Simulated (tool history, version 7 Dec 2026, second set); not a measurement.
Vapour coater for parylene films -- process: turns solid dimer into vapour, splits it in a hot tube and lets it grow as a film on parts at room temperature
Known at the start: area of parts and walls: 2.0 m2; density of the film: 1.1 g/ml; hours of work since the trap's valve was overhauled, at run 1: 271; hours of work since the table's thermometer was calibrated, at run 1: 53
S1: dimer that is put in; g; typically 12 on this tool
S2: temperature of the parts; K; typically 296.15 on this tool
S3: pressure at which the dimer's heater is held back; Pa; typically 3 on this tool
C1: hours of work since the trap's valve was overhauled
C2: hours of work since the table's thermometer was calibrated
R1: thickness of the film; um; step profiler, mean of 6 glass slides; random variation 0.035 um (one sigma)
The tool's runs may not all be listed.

Run 1, hour 0: usual settings; C1 271; C2 53. Result: R1 3.62 um.
Run 2, hour 64.1: usual settings but S2 301.15 K; C1 304; C2 86. Result: R1 2.89 um.
Run 3, hour 122.5: usual settings but S2 297.15 K; C1 334; C2 115. Result: R1 3.5 um.
Run 4, hour 177.9: usual settings but S2 297.15 K; C1 362; C2 144. Result: R1 3.47 um.
Run 5, hour 231.9: usual settings but S2 289.15 K; C1 389; C2 171. Result: R1 5.05 um.
Run 6, hour 276.5: usual settings but S2 289.15 K; C1 412; C2 194. Result: R1 5.09 um.
Run 7, hour 308.1: usual settings but S3 5.73 Pa; C1 428; C2 210. Result: R1 3.4 um.
Run 8, hour 356.2: usual settings but S3 5.73 Pa; C1 453; C2 234. Result: R1 3.43 um.
Run 9, hour 412.9: usual settings; C1 482; C2 263. Result: R1 3.67 um.
Run 10, hour 449.9: usual settings but S1 16 g; C1 501; C2 282. Result: R1 4.87 um.
Run 11, hour 505.6: usual settings but S1 16 g; C1 529; C2 311. Result: R1 4.93 um.
Run 12, hour 541.4: usual settings but S1 16 g, S2 290.15 K; C1 547; C2 329. Result: R1 6.42 um.
Run 13, hour 582.5: usual settings; C1 568; C2 350. Result: R1 3.62 um.
Run 14, hour 608.7: usual settings but S1 13 g; C1 581; C2 363. Result: R1 3.94 um.
Run 15, hour 646.6: usual settings but S3 4.97 Pa; C1 601; C2 382. Result: R1 3.49 um.
Run 16, hour 681.7: usual settings but S1 8 g; C1 619; C2 400. Result: R1 2.44 um.
Run 17, hour 723: usual settings but S1 8 g; C1 640; C2 421. Result: R1 2.48 um.
Run 18, hour 760.9: usual settings but S1 9 g; C1 659; C2 441. Result: R1 2.69 um.
Run 19, hour 788.3: usual settings but S1 9 g; C1 673; C2 455. Result: R1 2.71 um.
At hour 826.6: trap's valve overhauled.
Run 20, hour 847.1: usual settings but S3 7.43 Pa; C1 10; C2 483. Result: R1 3.28 um.
Run 21, hour 909.4: usual settings but S3 7.43 Pa; C1 42; C2 514. Result: R1 3.31 um.
Run 22, hour 952: usual settings; C1 64; C2 536. Result: R1 3.63 um.
Run 23, hour 996.4: usual settings; C1 87; C2 559. Result: R1 3.68 um.
Run 24, hour 1046.2: usual settings but S2 307.15 K; C1 112; C2 584. Result: R1 2.21 um.
Run 25, hour 1098.1: usual settings but S2 307.15 K; C1 138; C2 611. Result: R1 2.19 um.
Run 26, hour 1134.8: usual settings but S2 307.15 K; C1 157; C2 629. Result: R1 2.19 um.
Run 27, hour 1195.2: usual settings but S1 9 g, S2 306.15 K, S3 2.61 Pa; C1 188; C2 660. Result: R1 1.72 um.
Run 28, hour 1239.3: usual settings but S1 9 g, S2 306.15 K, S3 2.61 Pa; C1 210; C2 682. Result: R1 1.76 um.
Run 29, hour 1294: usual settings but S1 6 g, S2 301.15 K, S3 2.61 Pa; C1 238; C2 710. Result: R1 1.42 um.
Run 30, hour 1319.9: usual settings but S1 10 g; C1 251; C2 724. Result: R1 3.04 um.
Run 31, hour 1349.4: usual settings but S1 6 g, S3 5.14 Pa; C1 266; C2 739. Result: R1 1.74 um.
Run 32, hour 1403.2: usual settings but S1 7 g, S2 295.15 K, S3 4.77 Pa; C1 294; C2 766. Result: R1 2.11 um.
Run 33, hour 1444.9: usual settings but S1 7 g, S2 295.15 K, S3 4.77 Pa; C1 315; C2 787. Result: R1 2.13 um.
Run 34, hour 1481.4: usual settings but S1 7 g, S2 295.15 K, S3 4.77 Pa; C1 334; C2 806. Result: R1 2.14 um.
Run 35, hour 1522.7: usual settings but S1 7 g, S2 295.15 K, S3 4.77 Pa; C1 355; C2 827. Result: R1 2.12 um.
Run 36, hour 1556.3: usual settings but S1 7 g, S2 295.15 K, S3 4.77 Pa; C1 372; C2 844. Result: R1 2.09 um.
Run 37, hour 1584.4: usual settings but S1 10 g, S2 303.15 K, S3 2.88 Pa; C1 386; C2 858. Result: R1 2.19 um.
Run 38, hour 1630.7: usual settings but S1 10 g, S2 294.15 K; C1 410; C2 882. Result: R1 3.28 um.
Run 39, hour 1660.6: usual settings; C1 425; C2 897. Result: R1 3.66 um.
Run 40, hour 1707.3: usual settings; C1 449; C2 921. Result: R1 3.68 um.
Run 41, hour 1768: usual settings but S1 7 g, S2 293.15 K, S3 2.8 Pa; C1 480; C2 952. Result: R1 2.47 um.
Run 42, hour 1801.3: usual settings but S1 7 g, S2 293.15 K, S3 2.8 Pa; C1 497; C2 969. Result: R1 2.45 um.
Run 43, hour 1847: usual settings but S1 14 g, S2 308.15 K, S3 10.76 Pa; C1 520; C2 992. Result: R1 2.08 um.
Run 44, hour 1902: usual settings but S2 292.15 K; C1 548; C2 1020. Result: R1 4.35 um.
Run 45, hour 1947.5: usual settings but S1 9 g, S3 6.57 Pa; C1 571; C2 1043. Result: R1 2.5 um.
Run 46, hour 1987.9: usual settings but S1 19 g; C1 592; C2 1064. Result: R1 5.84 um.
Run 47, hour 2043.5: usual settings but S1 18 g, S2 291.15 K, S3 8.23 Pa; C1 620; C2 1092. Result: R1 6.18 um.

Across each entry between runs, compare the hidden state at the last listed run before it with the hidden state at the first listed run after it:
After run 19, before run 20: trap's valve overhauled (hour 826.6)
  vapour lost through the trap's worn valve, %: 0.6 -> 0
  measured value less the no-hidden-state value, R1: -0.02 -> -0.01 um
